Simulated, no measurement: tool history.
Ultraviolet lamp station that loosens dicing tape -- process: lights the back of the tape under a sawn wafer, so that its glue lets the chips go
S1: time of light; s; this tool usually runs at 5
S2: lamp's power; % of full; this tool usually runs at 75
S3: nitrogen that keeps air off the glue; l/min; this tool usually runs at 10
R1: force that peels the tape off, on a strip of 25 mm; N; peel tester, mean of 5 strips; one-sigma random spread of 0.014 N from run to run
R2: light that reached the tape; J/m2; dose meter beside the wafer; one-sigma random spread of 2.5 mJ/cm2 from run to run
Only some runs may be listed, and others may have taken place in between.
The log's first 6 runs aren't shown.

run    hour  S1  S2  S3     R1    R2
  7   205.5   5  75   5  1.626  2110
  8   226.6   5  75   8  1.308  2110
      256.8  -- lamp changed
  9   259.3   5  75   8  0.925  2650
      282.8  -- window cleaned of glue's vapour
 10   306.6   5  75  10  0.688  2970
 11   332.1   5  75  10  0.730  2900
 12   380.5   8  75  10  0.306  4590
 13   428.3   8  75  10  0.332  4570
 14   474.6   8  75  10  0.326  4470
 15   514.2   8  75  10  0.349  4390
 16   541.1   8  75  10  0.339  4350
 17   574.6   8  75  10  0.345  4350
 18   621.1   3  87  14  1.126  1870
 19   643.9   4  82   5  1.445  2280
 20   688.8   4  74   5  1.611  2040
 21   723.4   4  74   5  1.666  2040
 22   749.4   5  60   4  1.815  2060
 23   791.9   5  60   4  1.781  2030
 24   834.2   5  75  10  0.896  2470
 25   879.4   5  75  10  0.907  2530
      908.1  -- window cleaned of glue's vapour
 26   913.1   5  75  10  0.773  2820
 27   955.2   5  75  10  0.793  2730
 28   999.3   5  75  10  0.780  2680
 29  1031.4   5  75  10  0.801  2710
 30  1077.1   5  75  10  0.806  2660

Branching from run 30: 3 alternative next runs. What would each branch give?
  A  1123.3   7  68   3   ?   ?
  B  1123.3   5  82  19   ?   ?
  C  1123.3   5  89   4   ?   ?

run     R1    R2
  A  1.196  3350
  B  0.508  2840
  C  1.099  3080
With the hidden condition removed and each run's random variation left untouched, the same runs would have given:
run     R1    R2
  A  1.004  3820
  B  0.399  3250
  C  0.915  3510
